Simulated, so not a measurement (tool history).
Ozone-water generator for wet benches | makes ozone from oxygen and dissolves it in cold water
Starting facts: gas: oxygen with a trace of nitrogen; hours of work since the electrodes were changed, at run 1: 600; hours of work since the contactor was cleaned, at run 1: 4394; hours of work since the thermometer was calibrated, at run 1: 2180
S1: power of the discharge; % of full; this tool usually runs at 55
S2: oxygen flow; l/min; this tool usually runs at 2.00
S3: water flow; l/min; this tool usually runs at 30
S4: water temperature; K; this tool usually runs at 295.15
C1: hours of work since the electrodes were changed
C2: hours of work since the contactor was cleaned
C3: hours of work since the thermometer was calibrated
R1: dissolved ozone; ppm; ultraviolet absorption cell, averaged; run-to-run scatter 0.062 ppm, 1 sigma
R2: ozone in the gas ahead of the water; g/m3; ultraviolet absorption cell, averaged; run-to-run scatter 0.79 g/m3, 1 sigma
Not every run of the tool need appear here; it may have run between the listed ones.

run 1 day=0.000 | S1=55 S2=2.00 S3=30 S4=295.15 | C1=600 C2=4394 C3=2180 | R1=4.95 R2=120.3
run 2 day=2.654 | S1=55 S2=2.00 S3=30 S4=295.15 | C1=656 C2=4449 C3=2235 | R1=4.87 R2=120.1
run 3 day=4.046 | S1=55 S2=2.00 S3=30 S4=295.15 | C1=685 C2=4478 C3=2264 | R1=4.73 R2=119.8
run 4 day=5.979 | S1=55 S2=2.00 S3=30 S4=295.15 | C1=725 C2=4519 C3=2304 | R1=4.67 R2=120.8
run 5 day=7.688 | S1=55 S2=2.00 S3=30 S4=295.15 | C1=761 C2=4554 C3=2340 | R1=4.68 R2=119.7
run 6 day=9.483 | S1=55 S2=2.00 S3=30 S4=295.15 | C1=798 C2=4592 C3=2378 | R1=4.79 R2=118.9
-- day=10.038 contactor cleaned
run 7 day=11.483 | S1=55 S2=1.67 S3=30 S4=295.15 | C1=837 C2=30 C3=2416 | R1=4.66 R2=129.7
run 8 day=13.229 | S1=61 S2=1.67 S3=30 S4=295.15 | C1=873 C2=67 C3=2452 | R1=5.03 R2=141.3
run 9 day=15.600 | S1=55 S2=2.00 S3=30 S4=295.15 | C1=923 C2=116 C3=2502 | R1=4.97 R2=120.3
run 10 day=17.017 | S1=55 S2=2.00 S3=30 S4=295.15 | C1=952 C2=146 C3=2531 | R1=4.97 R2=118.8
run 11 day=19.708 | S1=87 S2=1.60 S3=19 S4=300.15 | C1=1008 C2=202 C3=2588 | R1=10.45 R2=195.2
run 12 day=21.321 | S1=55 S2=2.32 S3=30 S4=295.15 | C1=1042 C2=236 C3=2621 | R1=5.16 R2=110.1
run 13 day=23.738 | S1=44 S2=1.45 S3=40 S4=291.15 | C1=1092 C2=286 C3=2672 | R1=2.56 R2=113.0
run 14 day=26.179 | S1=70 S2=1.14 S3=19 S4=297.15 | C1=1143 C2=337 C3=2723 | R1=7.87 R2=186.3
run 15 day=27.796 | S1=70 S2=1.14 S3=19 S4=297.15 | C1=1177 C2=371 C3=2757 | R1=7.94 R2=186.1
run 16 day=29.546 | S1=55 S2=1.75 S3=30 S4=295.15 | C1=1214 C2=407 C3=2793 | R1=4.63 R2=124.6
run 17 day=30.904 | S1=55 S2=1.33 S3=41 S4=289.15 | C1=1242 C2=436 C3=2821 | R1=2.99 R2=142.2

4 ways to go on from here, each from the tool as it stands after run 17. What would each give?
run A day=32.996 | S1=55 S2=1.15 S3=30 S4=292.15 | C1=1286 C2=479 C3=2865 | R1=? R2=?
run B day=32.996 | S1=55 S2=2.00 S3=30 S4=295.15 | C1=1286 C2=479 C3=2865 | R1=? R2=?
run C day=32.996 | S1=55 S2=1.96 S3=27 S4=296.15 | C1=1286 C2=479 C3=2865 | R1=? R2=?
run D day=32.996 | S1=46 S2=2.00 S3=30 S4=295.15 | C1=1286 C2=479 C3=2865 | R1=? R2=?

run=A R1=4.02 R2=152.6
run=B R1=4.97 R2=118.0
run=C R1=5.37 R2=118.6
run=D R1=4.27 R2=101.6
With the hidden condition removed and each run's random variation left untouched, the same runs would have given:
run=A R1=4.23 R2=159.2
run=B R1=5.23 R2=123.1
run=C R1=5.66 R2=123.7
run=D R1=4.45 R2=105.1

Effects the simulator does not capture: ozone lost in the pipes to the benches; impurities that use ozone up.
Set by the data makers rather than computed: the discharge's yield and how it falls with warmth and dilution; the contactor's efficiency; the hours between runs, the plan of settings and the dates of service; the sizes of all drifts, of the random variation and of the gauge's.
